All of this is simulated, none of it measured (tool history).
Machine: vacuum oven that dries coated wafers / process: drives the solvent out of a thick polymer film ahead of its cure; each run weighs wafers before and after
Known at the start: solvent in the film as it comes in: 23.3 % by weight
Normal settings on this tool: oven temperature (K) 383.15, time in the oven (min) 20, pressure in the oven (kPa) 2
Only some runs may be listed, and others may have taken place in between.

run     day  oven temperature (K)  time in the oven (min)  pressure in the oven (kPa)  solvent left in the film (%)
  1       0                383.15                      20                           2                          3.62
  2   3.075                383.15                      20                        1.46                          3.52
  3   5.258                383.15                      10                           2                           8.2
      6.525  -- oven's thermocouples calibrated
  4   8.196                383.15                      10                           2                          8.03
  5  10.762                383.15                      20                         3.3                          4.16
  6  12.679                383.15                      20                         3.3                          4.29
  7  15.646                383.15                      20                         3.3                          4.26
  8  18.004                383.15                      20                           2                          3.66
  9      21                383.15                      20                           2                          3.63
 10  22.725                383.15                      20                           2                          3.63
 11  25.638                383.15                      20                           2                          3.81
 12  28.188                389.15                      20                           2                          2.13
     29.733  -- vacuum gauge cleaned of residue and calibrated
 13  29.733                372.15                      20                           2                          7.72
 14  31.067                372.15                      20                           2                          7.77
 15  33.012                379.15                      20                           2                          5.02
 16  34.925                379.15                      20                           2                          4.99
 17   37.45                379.15                      20                           2                          4.97
 18  40.204                379.15                      16                           2                          6.33
 19  41.962                379.15                      16                           2                          6.36
 20  43.921                379.15                      14                           2                          7.28
 21  45.479                384.15                      20                        2.75                          3.69
 22  47.988                375.15                      16                        1.66                          7.99
 23  49.262                372.15                      21                        1.01                          6.89
 24  51.358                383.15                      16                        3.92                          5.64
 25  53.558                394.15                      33                           2                          0.86
 26  56.258                369.15                      20                        1.16                           8.4
 27  57.638                369.15                      20                        1.16                          8.58
 28  60.204                383.15                      14                           2                          5.81
 29  61.604                381.15                      17                           2                          5.37
 30  63.162                383.15                      10                           2                          8.18
 31  65.508                383.15                      10                           2                          7.74
 32  67.788                386.15                      13                         7.9                          7.25
 33   69.25                371.15                      12                         7.9                         13.86
 34      71                383.15                      27                           2                          2.29
 35  73.158                374.15                      16                           2                          8.34

Alternative continuations, all from the tool just after run 35; predict every row:
  A  75.858                380.15                      23                        1.75                             ?
  B  75.858                383.15                      20                        3.86                             ?
  C  75.858                374.15                      11                           2                             ?
  D  75.858                374.15                      35                        1.63                             ?
  E  75.858                397.15                      21                        3.71                             ?

run  solvent left in the film (%)
  A                           3.8
  B                          4.41
  C                         11.02
  D                          3.52
  E                          1.48
Stripped of hidden state, with their random variation kept, the same runs would have yielded:
run  solvent left in the film (%)
  A                          3.78
  B                           4.4
  C                         11.01
  D                          3.51
  E                          1.47
